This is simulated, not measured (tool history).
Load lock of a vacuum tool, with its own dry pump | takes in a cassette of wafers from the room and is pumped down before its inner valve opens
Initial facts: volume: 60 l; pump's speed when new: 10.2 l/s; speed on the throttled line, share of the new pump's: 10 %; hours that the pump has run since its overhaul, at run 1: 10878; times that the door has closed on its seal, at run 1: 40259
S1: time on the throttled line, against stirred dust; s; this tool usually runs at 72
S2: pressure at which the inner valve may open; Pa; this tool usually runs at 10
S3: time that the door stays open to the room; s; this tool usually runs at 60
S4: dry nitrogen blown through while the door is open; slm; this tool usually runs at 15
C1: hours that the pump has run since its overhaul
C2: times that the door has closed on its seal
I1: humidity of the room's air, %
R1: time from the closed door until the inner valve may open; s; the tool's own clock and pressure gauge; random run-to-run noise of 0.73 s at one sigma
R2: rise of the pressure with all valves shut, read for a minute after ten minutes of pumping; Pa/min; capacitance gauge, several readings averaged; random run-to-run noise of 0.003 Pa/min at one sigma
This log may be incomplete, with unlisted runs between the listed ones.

Run 1, hour 0.0: usual settings; C1 10878; C2 40259; I1 46.0. Result: R1 123.7 s, R2 0.359 Pa/min.
Run 2, hour 225.6: usual settings; C1 11104; C2 40919; I1 47.0. Result: R1 122.8 s, R2 0.369 Pa/min.
Run 3, hour 495.7: usual settings; C1 11374; C2 41711; I1 43.7. Result: R1 123.7 s, R2 0.376 Pa/min.
Run 4, hour 619.8: usual settings; C1 11498; C2 42075; I1 47.5. Result: R1 124.0 s, R2 0.381 Pa/min.
Run 5, hour 814.3: usual settings; C1 11692; C2 42645; I1 43.7. Result: R1 124.8 s, R2 0.388 Pa/min.
Run 6, hour 978.1: usual settings; C1 11856; C2 43125; I1 45.7. Result: R1 124.9 s, R2 0.397 Pa/min.
Run 7, hour 1202.6: usual settings; C1 12081; C2 43782; I1 45.0. Result: R1 125.8 s, R2 0.404 Pa/min.
Run 8, hour 1358.4: usual settings; C1 12236; C2 44239; I1 50.6. Result: R1 126.2 s, R2 0.415 Pa/min.
Run 9, hour 1561.9: usual settings; C1 12440; C2 44835; I1 43.9. Result: R1 124.3 s, R2 0.416 Pa/min.
Run 10, hour 1846.7: usual settings; C1 12725; C2 45670; I1 46.7. Result: R1 124.2 s, R2 0.421 Pa/min.
Run 11, hour 2006.2: usual settings but S4 27 slm; C1 12884; C2 46137; I1 47.2. Result: R1 126.1 s, R2 0.421 Pa/min.
Run 12, hour 2284.3: usual settings but S4 27 slm; C1 13162; C2 46952; I1 44.1. Result: R1 123.7 s, R2 0.439 Pa/min.
Run 13, hour 2467.8: usual settings but S2 14 Pa, S4 27 slm; C1 13346; C2 47490; I1 44.5. Result: R1 123.3 s, R2 0.443 Pa/min.
Run 14, hour 2743.5: usual settings but S4 9 slm; C1 13622; C2 48297; I1 46.1. Result: R1 125.3 s, R2 0.473 Pa/min.
Run 15, hour 3026.8: usual settings but S4 9 slm; C1 13905; C2 49128; I1 43.8. Result: R1 126.5 s, R2 0.488 Pa/min.
Run 16, hour 3285.6: usual settings but S4 9 slm; C1 14164; C2 49886; I1 46.4. Result: R1 124.3 s, R2 0.509 Pa/min.
Run 17, hour 3567.0: usual settings but S4 9 slm; C1 14445; C2 50710; I1 48.0. Result: R1 125.7 s, R2 0.514 Pa/min.
Run 18, hour 3774.0: usual settings but S4 9 slm; C1 14652; C2 51317; I1 43.3. Result: R1 125.7 s, R2 0.507 Pa/min.
Run 19, hour 3980.4: usual settings but S4 9 slm; C1 14858; C2 51921; I1 45.4. Result: R1 125.7 s, R2 0.523 Pa/min.
Run 20, hour 4217.7: usual settings but S2 12 Pa; C1 15096; C2 52617; I1 43.6. Result: R1 123.3 s, R2 0.516 Pa/min.
Run 21, hour 4510.8: usual settings but S1 38 s, S2 20 Pa, S4 11 slm; C1 15389; C2 53476; I1 44.4. Result: R1 90.5 s, R2 0.539 Pa/min.
Run 22, hour 4765.5: usual settings but S1 38 s, S2 20 Pa, S3 61 s, S4 11 slm; C1 15644; C2 54222; I1 45.4. Result: R1 91.4 s, R2 0.563 Pa/min.
Run 23, hour 4892.0: usual settings but S1 38 s, S2 15 Pa, S3 61 s, S4 11 slm; C1 15770; C2 54593; I1 44.6. Result: R1 93.6 s, R2 0.557 Pa/min.
Run 24, hour 5013.3: usual settings but S2 19 Pa, S3 215 s, S4 9 slm; C1 15891; C2 54948; I1 46.2. Result: R1 121.6 s, R2 0.576 Pa/min.
Run 25, hour 5207.1: usual settings but S2 19 Pa, S3 215 s, S4 9 slm; C1 16085; C2 55516; I1 45.5. Result: R1 122.2 s, R2 0.582 Pa/min.
At hour 5402.2: dry pump taken out, an overhauled one fitted.
Run 26, hour 5486.4: usual settings but S1 133 s, S4 18 slm; C1 84; C2 56317; I1 43.3. Result: R1 173.5 s, R2 0.568 Pa/min.
Run 27, hour 5619.0: usual settings but S1 59 s, S3 31 s, S4 5 slm; C1 217; C2 56705; I1 45.9. Result: R1 107.4 s, R2 0.605 Pa/min.
Run 28, hour 5864.4: usual settings but S1 48 s, S2 18 Pa, S3 110 s, S4 5 slm; C1 462; C2 57424; I1 43.0. Result: R1 93.1 s, R2 0.609 Pa/min.
Run 29, hour 6161.5: usual settings but S4 18 slm; C1 759; C2 58295; I1 44.0. Result: R1 119.4 s, R2 0.598 Pa/min.
Run 30, hour 6306.2: usual settings but S4 18 slm; C1 904; C2 58719; I1 44.6. Result: R1 118.8 s, R2 0.600 Pa/min.

Predict the results of run 31:
Run 31, hour 6539.0: usual settings but S1 101 s, S2 16 Pa, S3 226 s, S4 6 slm; C1 1137; C2 59401; I1 46.1. Result: R1 ?, R2 ?.

R1: 141.6 s
R2: 0.650 Pa/min
Minus the tool's unlogged condition, the same run would have read R1 141.6 s, R2 0.058 Pa/min.
